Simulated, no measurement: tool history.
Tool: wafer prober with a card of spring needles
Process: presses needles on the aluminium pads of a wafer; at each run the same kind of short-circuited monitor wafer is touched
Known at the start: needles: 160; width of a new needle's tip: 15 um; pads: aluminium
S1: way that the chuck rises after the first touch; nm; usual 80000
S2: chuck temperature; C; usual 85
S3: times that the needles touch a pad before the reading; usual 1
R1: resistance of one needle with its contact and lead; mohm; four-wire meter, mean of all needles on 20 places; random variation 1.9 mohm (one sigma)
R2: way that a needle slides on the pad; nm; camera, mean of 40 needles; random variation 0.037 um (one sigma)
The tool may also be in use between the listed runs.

| run | hour | S1 | S2 | S3 | R1 | R2 |
|---|---|---|---|---|---|---|
| 1 | 0 | 80000 | 85 | 1 | 196 | 16130 |
|  | 13.5 | tips cleaned on abrasive film |
| 2 | 14.9 | 80000 | 85 | 1 | 192 | 16170 |
| 3 | 22.3 | 80000 | 85 | 1 | 197 | 16220 |
| 4 | 29.5 | 80000 | 44 | 1 | 189 | 16160 |
|  | 38.2 | tips cleaned on abrasive film |
| 5 | 42.7 | 80000 | 44 | 1 | 190 | 16270 |
| 6 | 52.6 | 80000 | 85 | 1 | 201 | 16210 |
|  | 62.6 | tips cleaned on abrasive film |
| 7 | 63.5 | 80000 | 85 | 1 | 195 | 16300 |
| 8 | 77.1 | 80000 | 54 | 1 | 190 | 16340 |
|  | 84 | height of the first contact set anew |
|  | 87.4 | tips cleaned on abrasive film |
| 9 | 87.4 | 74000 | 85 | 3 | 199 | 15090 |
| 10 | 94.8 | 74000 | 59 | 1 | 192 | 14980 |
| 11 | 110.1 | 74000 | 118 | 1 | 201 | 15050 |
|  | 112.5 | tips cleaned on abrasive film |
| 12 | 119.2 | 66000 | 46 | 2 | 191 | 13440 |
| 13 | 129.6 | 62000 | 82 | 1 | 197 | 12670 |

Run 14 comes next. What will it give?
|  | 137.3 | tips cleaned on abrasive film |
| 14 | 145.8 | 76000 | 66 | 1 | ? | ? |

Run 14 gave R1 194 mohm, R2 15520 nm.
Without the tool's hidden state the same run would have given R1 193 mohm, R2 15360 nm.
